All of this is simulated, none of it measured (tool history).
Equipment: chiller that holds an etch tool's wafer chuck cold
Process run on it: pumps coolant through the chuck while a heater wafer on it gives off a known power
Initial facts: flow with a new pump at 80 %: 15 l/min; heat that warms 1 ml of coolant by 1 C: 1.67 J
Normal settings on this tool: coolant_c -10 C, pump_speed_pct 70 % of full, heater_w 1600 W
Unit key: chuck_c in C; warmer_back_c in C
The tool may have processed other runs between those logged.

run 1 day=0 | coolant_c=-10 pump_speed_pct=70 heater_w=1600 | chuck_c=6.4 warmer_back_c=4.66
run 2 day=4.333 | coolant_c=-10 pump_speed_pct=70 heater_w=1600 | chuck_c=6.4 warmer_back_c=4.76
run 3 day=7.088 | coolant_c=-8 pump_speed_pct=70 heater_w=1600 | chuck_c=8.7 warmer_back_c=4.75
run 4 day=9.775 | coolant_c=-8 pump_speed_pct=70 heater_w=1600 | chuck_c=8.6 warmer_back_c=4.79
run 5 day=12.871 | coolant_c=-8 pump_speed_pct=70 heater_w=1600 | chuck_c=8.6 warmer_back_c=4.77
run 6 day=15.171 | coolant_c=-10 pump_speed_pct=70 heater_w=1600 | chuck_c=6.8 warmer_back_c=4.81
run 7 day=19.3 | coolant_c=-10 pump_speed_pct=70 heater_w=1600 | chuck_c=6.7 warmer_back_c=4.81
run 8 day=23.35 | coolant_c=-10 pump_speed_pct=70 heater_w=1517 | chuck_c=6 warmer_back_c=4.56
run 9 day=25.754 | coolant_c=-10 pump_speed_pct=70 heater_w=1517 | chuck_c=5.8 warmer_back_c=4.54
run 10 day=29.275 | coolant_c=-10 pump_speed_pct=70 heater_w=1517 | chuck_c=6 warmer_back_c=4.58
run 11 day=33.571 | coolant_c=-16 pump_speed_pct=70 heater_w=1600 | chuck_c=0.9 warmer_back_c=4.86
run 12 day=36 | coolant_c=-16 pump_speed_pct=70 heater_w=1543 | chuck_c=0.4 warmer_back_c=4.73
run 13 day=38.808 | coolant_c=-10 pump_speed_pct=70 heater_w=1567 | chuck_c=6.6 warmer_back_c=4.75
run 14 day=41.079 | coolant_c=-1 pump_speed_pct=76 heater_w=2116 | chuck_c=20 warmer_back_c=5.92
run 15 day=43.279 | coolant_c=-1 pump_speed_pct=76 heater_w=2116 | chuck_c=20 warmer_back_c=5.94
run 16 day=45.846 | coolant_c=-1 pump_speed_pct=76 heater_w=2116 | chuck_c=20 warmer_back_c=5.94
run 17 day=49.029 | coolant_c=-10 pump_speed_pct=82 heater_w=1105 | chuck_c=0.1 warmer_back_c=2.91
run 18 day=52.438 | coolant_c=-4 pump_speed_pct=82 heater_w=1105 | chuck_c=6.1 warmer_back_c=2.85
run 19 day=56.792 | coolant_c=-2 pump_speed_pct=63 heater_w=1331 | chuck_c=14 warmer_back_c=4.58
run 20 day=59.117 | coolant_c=-2 pump_speed_pct=63 heater_w=1331 | chuck_c=13.8 warmer_back_c=4.56
run 21 day=61.346 | coolant_c=-4 pump_speed_pct=70 heater_w=971 | chuck_c=6.3 warmer_back_c=3
run 22 day=64.458 | coolant_c=-11 pump_speed_pct=69 heater_w=1600 | chuck_c=6.7 warmer_back_c=5.04
run 23 day=66.696 | coolant_c=-17 pump_speed_pct=75 heater_w=1600 | chuck_c=-0.7 warmer_back_c=4.66
run 24 day=70.967 | coolant_c=-17 pump_speed_pct=75 heater_w=1300 | chuck_c=-3.9 warmer_back_c=3.75
run 25 day=72.962 | coolant_c=-17 pump_speed_pct=75 heater_w=1300 | chuck_c=-3.6 warmer_back_c=3.73

How would selected steps in chuck_c from run to run divide? Give the signed amount a tool lacking its hidden state would still show from settings, what came in and random variation, and the signed amount left for the hidden state, including any gauge scatter that is not in both of the compared results.
Hidden conditions of the tool in this case: heat passed by the chuck's channels, % of clean ones'; flow at a given pump speed, % of a new pump's; coolant's true temperature over the reading, C; drift of the gauge itself on chuck_c, C; drift of the gauge itself on warmer_back_c, C.
Run 13 -> 14: coolant_c -10 -> -1, pump_speed_pct 70 -> 76, heater_w 1567 -> 2116. chuck_c +13.4 C: hidden state +0.6, all else +12.8.
Run 16 -> 17: coolant_c -1 -> -10, pump_speed_pct 76 -> 82, heater_w 2116 -> 1105. chuck_c -19.9 C: hidden state -1.3, all else -18.6.
Run 21 -> 22: coolant_c -4 -> -11, pump_speed_pct 70 -> 69, heater_w 971 -> 1600. chuck_c +0.4 C: hidden state +1.2, all else -0.8.
